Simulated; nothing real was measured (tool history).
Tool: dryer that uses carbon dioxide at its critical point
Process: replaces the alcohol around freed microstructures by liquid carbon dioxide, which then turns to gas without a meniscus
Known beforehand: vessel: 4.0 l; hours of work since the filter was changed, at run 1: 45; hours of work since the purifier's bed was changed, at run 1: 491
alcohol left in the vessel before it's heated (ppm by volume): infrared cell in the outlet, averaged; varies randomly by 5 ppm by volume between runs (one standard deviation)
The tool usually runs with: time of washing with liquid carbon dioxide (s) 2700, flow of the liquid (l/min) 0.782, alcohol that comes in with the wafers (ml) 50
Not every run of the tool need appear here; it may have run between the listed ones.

| run | hour | time of washing with liquid carbon dioxide (s) | flow of the liquid (l/min) | alcohol that comes in with the wafers (ml) | hours of work since the filter was changed | hours of work since the purifier's bed was changed | alcohol left in the vessel before it's heated (ppm by volume) |
|---|---|---|---|---|---|---|---|
| 1 | 0.0 | 2700 | 0.782 | 50 | 45 | 491 | 161 |
| 2 | 19.6 | 2700 | 0.782 | 50 | 56 | 501 | 168 |
| 3 | 46.6 | 2700 | 0.782 | 93 | 70 | 516 | 178 |
| 4 | 70.3 | 2700 | 0.782 | 50 | 83 | 528 | 174 |
| 5 | 88.3 | 2700 | 0.782 | 50 | 93 | 538 | 180 |
| 6 | 119.8 | 2700 | 0.782 | 50 | 110 | 555 | 192 |
| 7 | 152.5 | 2700 | 0.782 | 50 | 127 | 573 | 179 |
| 8 | 173.3 | 2700 | 0.782 | 50 | 138 | 584 | 205 |
| 9 | 203.3 | 2700 | 0.782 | 50 | 155 | 600 | 207 |
| 10 | 225.0 | 2700 | 0.782 | 50 | 166 | 612 | 199 |
|  | 228.6 | inlet filter changed |
|  | 246.6 | purifier's bed changed |
| 11 | 259.2 | 2700 | 0.782 | 67 | 15 | 7 | 11 |
| 12 | 287.1 | 2700 | 0.782 | 67 | 30 | 22 | 15 |
| 13 | 312.4 | 2700 | 0.782 | 67 | 43 | 35 | 20 |
| 14 | 328.5 | 3540 | 0.782 | 67 | 52 | 44 | 16 |
| 15 | 358.4 | 2700 | 0.584 | 50 | 68 | 60 | 80 |
| 16 | 390.2 | 2700 | 0.584 | 50 | 85 | 77 | 81 |
| 17 | 406.9 | 2700 | 0.584 | 50 | 94 | 86 | 76 |
| 18 | 420.9 | 2700 | 0.584 | 50 | 102 | 94 | 89 |
| 19 | 435.0 | 2700 | 0.584 | 50 | 109 | 101 | 88 |
| 20 | 452.5 | 3000 | 0.782 | 50 | 119 | 111 | 38 |
| 21 | 465.9 | 2700 | 0.782 | 50 | 126 | 118 | 44 |
| 22 | 485.6 | 2700 | 0.782 | 50 | 137 | 129 | 52 |
| 23 | 500.7 | 2700 | 1.179 | 71 | 145 | 137 | 40 |
| 24 | 514.0 | 1620 | 0.782 | 51 | 152 | 144 | 240 |
|  | 544.0 | inlet filter changed |
| 25 | 548.1 | 3060 | 0.639 | 116 | 2 | 162 | 72 |
| 26 | 577.3 | 3060 | 0.639 | 116 | 18 | 177 | 74 |
| 27 | 594.7 | 2760 | 0.782 | 97 | 27 | 187 | 58 |
| 28 | 619.4 | 1860 | 0.506 | 37 | 41 | 200 | 357 |
| 29 | 633.4 | 3900 | 0.782 | 98 | 48 | 208 | 67 |
| 30 | 650.0 | 3900 | 0.782 | 98 | 57 | 216 | 66 |
| 31 | 681.0 | 3900 | 0.782 | 98 | 74 | 233 | 74 |
| 32 | 701.0 | 3900 | 0.834 | 39 | 84 | 244 | 74 |
| 33 | 719.7 | 1920 | 0.782 | 50 | 95 | 254 | 147 |
| 34 | 745.5 | 2400 | 0.687 | 101 | 108 | 268 | 169 |
| 35 | 762.6 | 1920 | 0.782 | 117 | 118 | 277 | 245 |
| 36 | 779.3 | 3840 | 0.782 | 117 | 127 | 286 | 96 |
| 37 | 809.6 | 3840 | 0.782 | 117 | 143 | 302 | 99 |
| 38 | 841.9 | 2400 | 0.984 | 117 | 160 | 320 | 119 |
|  | 857.2 | inlet filter changed |
| 39 | 871.3 | 2700 | 0.669 | 50 | 8 | 335 | 120 |
| 40 | 900.0 | 2100 | 1.063 | 34 | 23 | 350 | 106 |
| 41 | 925.3 | 2100 | 1.063 | 34 | 37 | 364 | 114 |
| 42 | 958.3 | 2100 | 1.063 | 34 | 54 | 382 | 123 |
| 43 | 988.5 | 2700 | 1.209 | 26 | 71 | 398 | 122 |

Each row is a separate what-if for the run after 43, all from the same tool condition, not one after another. Results?
| A | 1002.1 | 2040 | 1.209 | 25 | 78 | 405 | ? |
| B | 1002.1 | 2220 | 0.834 | 21 | 78 | 405 | ? |
| C | 1002.1 | 2700 | 0.610 | 50 | 78 | 405 | ? |

| run | alcohol left in the vessel before it's heated (ppm by volume) |
|---|---|
| A | 124 |
| B | 132 |
| C | 158 |
Stripped of hidden state, with their random variation kept, the same runs would have yielded:
| run | alcohol left in the vessel before it's heated (ppm by volume) |
|---|---|
| A | 0 |
| B | 8 |
| C | 21 |

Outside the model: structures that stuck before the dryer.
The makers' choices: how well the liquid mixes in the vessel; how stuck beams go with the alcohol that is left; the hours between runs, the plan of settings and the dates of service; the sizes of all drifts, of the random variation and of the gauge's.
